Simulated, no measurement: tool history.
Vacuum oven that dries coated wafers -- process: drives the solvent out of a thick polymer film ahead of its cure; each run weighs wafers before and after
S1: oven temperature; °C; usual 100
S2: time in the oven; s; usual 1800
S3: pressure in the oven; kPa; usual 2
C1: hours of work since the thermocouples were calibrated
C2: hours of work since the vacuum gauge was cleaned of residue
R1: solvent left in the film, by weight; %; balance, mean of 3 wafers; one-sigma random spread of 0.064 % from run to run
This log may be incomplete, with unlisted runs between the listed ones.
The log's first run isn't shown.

run	day	S1	S2	S3	C1	C2	R1
2	0.55	100	1800	2	446	108	3.96
3	1.138	113	1800	2	455	117	2.14
4	1.771	113	1800	2	466	128	2.11
5	2.154	113	2700	2	472	134	1.79
6	2.762	100	1800	2	481	144	4.03
7	3.371	100	1440	2	491	153	4.6
8	4.046	100	1800	6.88	502	164	10.12
9	4.721	113	1800	2	513	175	2.2
10	5.179	113	1800	2	520	183	2.11
11	5.946	113	1800	2	533	195	2.09
12	6.654	113	1800	2	544	206	2.17
13	7.154	113	1800	2	552	214	2.14
14	7.612	100	1800	1.51	560	222	3.41
15	8.262	100	1620	1.51	570	232	3.63
16	8.729	100	1800	2	578	240	3.91
17	9.212	100	1800	2	585	247	4.02
18	9.646	100	2040	2	592	254	3.84
19	10.162	100	2040	2	601	263	3.7
# day 10.45: oven's thermocouples calibrated
20	10.912	104	1800	2	7	274	3.33
21	11.367	104	1800	2	15	281	3.32
22	11.788	104	1800	2	22	288	3.28
23	12.204	104	1800	2	28	294	3.31
24	12.608	104	1800	2	35	301	3.3
25	13.275	99	1800	1.05	45	312	2.89
26	14.021	99	1800	1.05	57	324	2.95

For run 27, what comes out?
27	14.867	100	1860	2.41	71	337	?

{"run 27": {"R1": 4.42}}
Take away the tool's hidden state, keep the run-to-run variation as it was, and the same run would have given R1 4.42 %.

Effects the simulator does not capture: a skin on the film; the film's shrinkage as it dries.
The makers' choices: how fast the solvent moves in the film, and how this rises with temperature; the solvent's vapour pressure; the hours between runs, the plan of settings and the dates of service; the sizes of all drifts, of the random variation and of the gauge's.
